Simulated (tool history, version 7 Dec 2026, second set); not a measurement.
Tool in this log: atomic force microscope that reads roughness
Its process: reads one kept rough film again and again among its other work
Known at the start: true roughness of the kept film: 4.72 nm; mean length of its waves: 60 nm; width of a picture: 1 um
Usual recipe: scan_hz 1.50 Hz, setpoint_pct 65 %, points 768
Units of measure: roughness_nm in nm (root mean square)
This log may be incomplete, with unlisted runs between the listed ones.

run,hour,scan_hz,setpoint_pct,points,roughness_nm
1,0.0,1.50,65,768,4.216
2,32.4,1.50,65,768,4.178
3,68.6,1.50,65,768,4.107
4,125.7,1.50,65,768,3.983
5,186.7,1.50,65,768,3.905
# hour 190.7: height scale calibrated on a step standard
6,226.7,1.50,65,768,3.849
# hour 234.8: new tip fitted
7,273.1,0.97,62,370,4.303
8,306.6,0.51,59,267,4.265
9,338.7,1.95,65,401,3.951
10,378.2,0.64,65,282,4.123
11,413.6,0.64,65,282,4.073

Estimate the outcome of run 12 from the log above:
# hour 424.5: height scale calibrated on a step standard, once more
12,476.0,2.32,65,450,?

{"run 12": {"roughness_nm": 3.722}}
With no hidden state in the tool, this same run would have given roughness_nm 4.100 nm (root mean square).

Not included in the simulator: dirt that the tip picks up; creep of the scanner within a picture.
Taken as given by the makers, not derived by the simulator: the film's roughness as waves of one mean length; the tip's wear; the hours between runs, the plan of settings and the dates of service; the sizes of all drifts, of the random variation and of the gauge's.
